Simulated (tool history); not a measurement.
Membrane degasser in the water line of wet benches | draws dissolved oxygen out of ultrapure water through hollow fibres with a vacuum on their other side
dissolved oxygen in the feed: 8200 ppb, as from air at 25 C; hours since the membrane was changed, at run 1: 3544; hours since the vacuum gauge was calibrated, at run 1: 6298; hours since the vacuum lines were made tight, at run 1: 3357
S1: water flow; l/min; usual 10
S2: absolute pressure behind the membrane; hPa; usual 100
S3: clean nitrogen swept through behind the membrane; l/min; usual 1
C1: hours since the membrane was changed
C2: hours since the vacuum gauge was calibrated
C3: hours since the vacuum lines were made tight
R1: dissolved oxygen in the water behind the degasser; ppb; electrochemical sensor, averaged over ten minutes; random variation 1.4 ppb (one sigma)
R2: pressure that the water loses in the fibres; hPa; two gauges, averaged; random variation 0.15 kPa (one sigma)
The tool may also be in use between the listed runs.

run,hour,S1,S2,S3,C1,C2,C3,R1,R2
1,0,10,100,1,3544,6298,3357,166.1,268.4
2,110.4,10,100,0.41,3655,6409,3467,356.3,271.3
3,160.2,15,100,1,3705,6458,3517,235.7,404.6
4,211.4,15,100,1,3756,6510,3568,243,405.2
5,276.2,15,100,1,3821,6574,3633,239.3,405.6
6,367.8,15,100,1,3912,6666,3725,241.9,405.6

Forecast run 7:
7,441.2,15,100,1,3986,6739,3798,?,?

Run 7 gave R1 241.4 ppb, R2 405 hPa.
Without the tool's hidden state the same run would have given R1 240.9 ppb, R2 404.8 hPa.
